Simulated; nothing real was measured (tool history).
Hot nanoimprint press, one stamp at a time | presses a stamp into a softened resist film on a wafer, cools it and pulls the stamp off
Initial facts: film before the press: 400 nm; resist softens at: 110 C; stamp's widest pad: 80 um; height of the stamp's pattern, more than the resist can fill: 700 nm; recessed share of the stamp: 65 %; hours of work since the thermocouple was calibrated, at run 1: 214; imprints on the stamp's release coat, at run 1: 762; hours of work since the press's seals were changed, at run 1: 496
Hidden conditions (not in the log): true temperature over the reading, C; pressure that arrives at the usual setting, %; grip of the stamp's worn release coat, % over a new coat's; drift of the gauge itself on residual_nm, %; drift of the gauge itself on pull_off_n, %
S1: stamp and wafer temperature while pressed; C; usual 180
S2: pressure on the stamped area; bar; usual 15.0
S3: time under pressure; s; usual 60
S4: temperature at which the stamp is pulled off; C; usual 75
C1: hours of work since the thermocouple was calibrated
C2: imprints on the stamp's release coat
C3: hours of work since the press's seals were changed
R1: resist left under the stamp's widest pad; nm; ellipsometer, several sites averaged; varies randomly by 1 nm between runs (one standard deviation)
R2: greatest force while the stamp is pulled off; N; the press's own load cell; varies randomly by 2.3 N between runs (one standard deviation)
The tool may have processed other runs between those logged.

{"run": 1, "hour": 0.0, "S1": 180, "S2": 15.0, "S3": 60, "S4": 75, "C1": 214, "C2": 762, "C3": 496, "R1": 192.5, "R2": 136}
{"run": 2, "hour": 40.0, "S1": 180, "S2": 15.0, "S3": 60, "S4": 75, "C1": 242, "C2": 893, "C3": 525, "R1": 193.6, "R2": 141}
{"hour": 65.4, "done": "stamp cleaned and given a new release coat"}
{"run": 3, "hour": 72.7, "S1": 180, "S2": 13.2, "S3": 60, "S4": 75, "C1": 261, "C2": 24, "C3": 544, "R1": 204.9, "R2": 111}
{"hour": 80.6, "done": "plate thermocouple calibrated"}
{"run": 4, "hour": 114.1, "S1": 180, "S2": 15.0, "S3": 60, "S4": 71, "C1": 24, "C2": 150, "C3": 572, "R1": 197.1, "R2": 123}
{"run": 5, "hour": 133.8, "S1": 180, "S2": 15.0, "S3": 60, "S4": 71, "C1": 38, "C2": 215, "C3": 586, "R1": 198.7, "R2": 129}
{"run": 6, "hour": 177.5, "S1": 180, "S2": 15.0, "S3": 60, "S4": 71, "C1": 69, "C2": 359, "C3": 617, "R1": 197.7, "R2": 128}
{"hour": 196.4, "done": "plate thermocouple calibrated, once more"}
{"run": 7, "hour": 220.9, "S1": 176, "S2": 15.0, "S3": 60, "S4": 75, "C1": 18, "C2": 492, "C3": 646, "R1": 228.7, "R2": 123}
{"run": 8, "hour": 243.5, "S1": 176, "S2": 15.0, "S3": 70, "S4": 75, "C1": 34, "C2": 567, "C3": 662, "R1": 216.9, "R2": 123}
{"run": 9, "hour": 288.0, "S1": 176, "S2": 15.0, "S3": 70, "S4": 75, "C1": 66, "C2": 713, "C3": 694, "R1": 215.7, "R2": 134}
{"run": 10, "hour": 322.9, "S1": 180, "S2": 15.0, "S3": 60, "S4": 62, "C1": 91, "C2": 828, "C3": 719, "R1": 190.2, "R2": 171}
{"hour": 367.8, "done": "stamp cleaned and given a new release coat"}
{"run": 11, "hour": 373.6, "S1": 180, "S2": 15.0, "S3": 60, "S4": 62, "C1": 123, "C2": 19, "C3": 751, "R1": 190.6, "R2": 134}
{"run": 12, "hour": 393.5, "S1": 186, "S2": 15.0, "S3": 82, "S4": 75, "C1": 137, "C2": 85, "C3": 766, "R1": 122.0, "R2": 109}
{"hour": 416.7, "done": "press's hydraulic seals changed and the load cell set to zero"}
{"run": 13, "hour": 439.3, "S1": 179, "S2": 15.0, "S3": 60, "S4": 75, "C1": 164, "C2": 209, "C3": 16, "R1": 199.8, "R2": 118}
{"run": 14, "hour": 485.3, "S1": 177, "S2": 18.9, "S3": 78, "S4": 75, "C1": 197, "C2": 361, "C3": 49, "R1": 182.0, "R2": 119}
{"run": 15, "hour": 528.6, "S1": 180, "S2": 15.0, "S3": 60, "S4": 73, "C1": 228, "C2": 503, "C3": 80, "R1": 189.5, "R2": 134}
{"run": 16, "hour": 560.8, "S1": 180, "S2": 15.0, "S3": 32, "S4": 75, "C1": 251, "C2": 609, "C3": 103, "R1": 237.9, "R2": 126}
{"hour": 584.2, "done": "plate thermocouple calibrated"}
{"run": 17, "hour": 595.4, "S1": 180, "S2": 14.7, "S3": 60, "S4": 61, "C1": 8, "C2": 713, "C3": 126, "R1": 186.5, "R2": 163}
{"run": 18, "hour": 623.4, "S1": 182, "S2": 15.0, "S3": 60, "S4": 75, "C1": 28, "C2": 806, "C3": 146, "R1": 167.0, "R2": 138}
{"run": 19, "hour": 642.9, "S1": 182, "S2": 15.0, "S3": 60, "S4": 75, "C1": 42, "C2": 870, "C3": 160, "R1": 169.3, "R2": 139}

Each row is a separate what-if for the run after 19, all from the same tool condition, not one after another. Results?
{"run": "A", "hour": 665.2, "S1": 182, "S2": 14.9, "S3": 61, "S4": 75, "C1": 58, "C2": 943, "C3": 176, "R1": "?", "R2": "?"}
{"run": "B", "hour": 665.2, "S1": 189, "S2": 15.0, "S3": 60, "S4": 75, "C1": 58, "C2": 943, "C3": 176, "R1": "?", "R2": "?"}
{"run": "C", "hour": 665.2, "S1": 182, "S2": 19.7, "S3": 60, "S4": 82, "C1": 58, "C2": 943, "C3": 176, "R1": "?", "R2": "?"}

run=A R1=167.1 R2=144
run=B R1=117.2 R2=143
run=C R1=148.7 R2=123
Had the tool no hidden state, the same runs would have come out as:
run=A R1=163.3 R2=106
run=B R1=114.5 R2=107
run=C R1=144.8 R2=91

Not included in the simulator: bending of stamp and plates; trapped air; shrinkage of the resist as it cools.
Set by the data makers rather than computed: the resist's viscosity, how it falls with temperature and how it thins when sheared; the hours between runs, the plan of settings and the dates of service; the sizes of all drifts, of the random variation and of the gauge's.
